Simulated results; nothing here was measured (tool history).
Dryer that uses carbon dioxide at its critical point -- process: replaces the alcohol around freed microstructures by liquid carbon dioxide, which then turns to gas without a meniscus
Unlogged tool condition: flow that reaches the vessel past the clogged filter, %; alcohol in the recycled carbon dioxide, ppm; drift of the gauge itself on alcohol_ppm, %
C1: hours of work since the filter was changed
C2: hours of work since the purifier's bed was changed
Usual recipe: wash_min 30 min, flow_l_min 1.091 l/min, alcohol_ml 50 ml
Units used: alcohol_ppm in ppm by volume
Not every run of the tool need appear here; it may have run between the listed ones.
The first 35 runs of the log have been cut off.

{"run": 36, "hour": 873.2, "wash_min": 25, "flow_l_min": 0.77, "alcohol_ml": 38, "C1": 425, "C2": 453, "alcohol_ppm": 293}
{"run": 37, "hour": 896.9, "wash_min": 24, "flow_l_min": 0.77, "alcohol_ml": 47, "C1": 433, "C2": 460, "alcohol_ppm": 386}
{"run": 38, "hour": 922.5, "wash_min": 24, "flow_l_min": 0.77, "alcohol_ml": 47, "C1": 441, "C2": 469, "alcohol_ppm": 389}
{"run": 39, "hour": 943.2, "wash_min": 30, "flow_l_min": 0.77, "alcohol_ml": 50, "C1": 447, "C2": 475, "alcohol_ppm": 191}
{"run": 40, "hour": 961.1, "wash_min": 33, "flow_l_min": 1.59, "alcohol_ml": 50, "C1": 453, "C2": 481, "alcohol_ppm": 55}
{"run": 41, "hour": 994.9, "wash_min": 30, "flow_l_min": 1.1, "alcohol_ml": 114, "C1": 464, "C2": 491, "alcohol_ppm": 101}
{"run": 42, "hour": 1026.8, "wash_min": 30, "flow_l_min": 1.1, "alcohol_ml": 114, "C1": 474, "C2": 502, "alcohol_ppm": 95}
{"run": 43, "hour": 1040.9, "wash_min": 30, "flow_l_min": 1.17, "alcohol_ml": 34, "C1": 478, "C2": 506, "alcohol_ppm": 64}

What does the tool deliver on the next run?
{"run": 44, "hour": 1056.5, "wash_min": 30, "flow_l_min": 1.17, "alcohol_ml": 34, "C1": 483, "C2": 511, "alcohol_ppm": "?"}

{"run 44": {"alcohol_ppm": 64}}
With the hidden condition absent and the run-to-run variation left alone, this run would have shown alcohol_ppm 14 ppm by volume.
